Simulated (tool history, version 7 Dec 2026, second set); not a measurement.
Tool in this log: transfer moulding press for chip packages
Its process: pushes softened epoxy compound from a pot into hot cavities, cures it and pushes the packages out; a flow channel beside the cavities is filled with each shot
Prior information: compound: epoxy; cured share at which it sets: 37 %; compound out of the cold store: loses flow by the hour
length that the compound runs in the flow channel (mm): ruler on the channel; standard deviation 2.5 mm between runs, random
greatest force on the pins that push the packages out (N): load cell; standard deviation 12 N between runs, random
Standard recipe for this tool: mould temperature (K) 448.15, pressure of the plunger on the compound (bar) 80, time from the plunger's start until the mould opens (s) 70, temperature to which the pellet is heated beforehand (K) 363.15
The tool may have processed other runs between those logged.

run	hour	mould temperature (K)	pressure of the plunger on the compound (bar)	time from the plunger's start until the mould opens (s)	temperature to which the pellet is heated beforehand (K)	incoming compound's hours out of the cold store	length that the compound runs in the flow channel (mm)	greatest force on the pins that push the packages out (N)
1	0	448.15	80	70	363.15	26.9	497	1138
2	32.4	448.15	80	70	363.15	32.5	484	1359
# hour 46: cavities cleaned with cleaning compound and waxed
# hour 53.6: plunger's sealing rings changed
3	64	448.15	80	70	363.15	9.6	561	1031
4	91.3	448.15	80	70	363.15	30.1	518	1245
# hour 95.2: mould's thermocouples calibrated
# hour 126.3: cavities cleaned with cleaning compound and waxed
5	127	448.15	80	70	363.15	45.4	479	672
6	160.7	448.15	80	80	363.15	43	478	892
7	194.2	448.15	80	80	363.15	26	508	1087

The next listed run, before its measurement:
# hour 203: cavities cleaned with cleaning compound and waxed
# hour 222: mould's thermocouples calibrated, once more
8	223	448.15	93.5	59	363.15	37.2	?	?

{"run 8": {"length that the compound runs in the flow channel (mm)": 519, "greatest force on the pins that push the packages out (N)": 1408}}
Were there no unlogged condition in the tool, this run, its random variation unchanged, would have produced length that the compound runs in the flow channel (mm) 549, greatest force on the pins that push the packages out (N) 942.

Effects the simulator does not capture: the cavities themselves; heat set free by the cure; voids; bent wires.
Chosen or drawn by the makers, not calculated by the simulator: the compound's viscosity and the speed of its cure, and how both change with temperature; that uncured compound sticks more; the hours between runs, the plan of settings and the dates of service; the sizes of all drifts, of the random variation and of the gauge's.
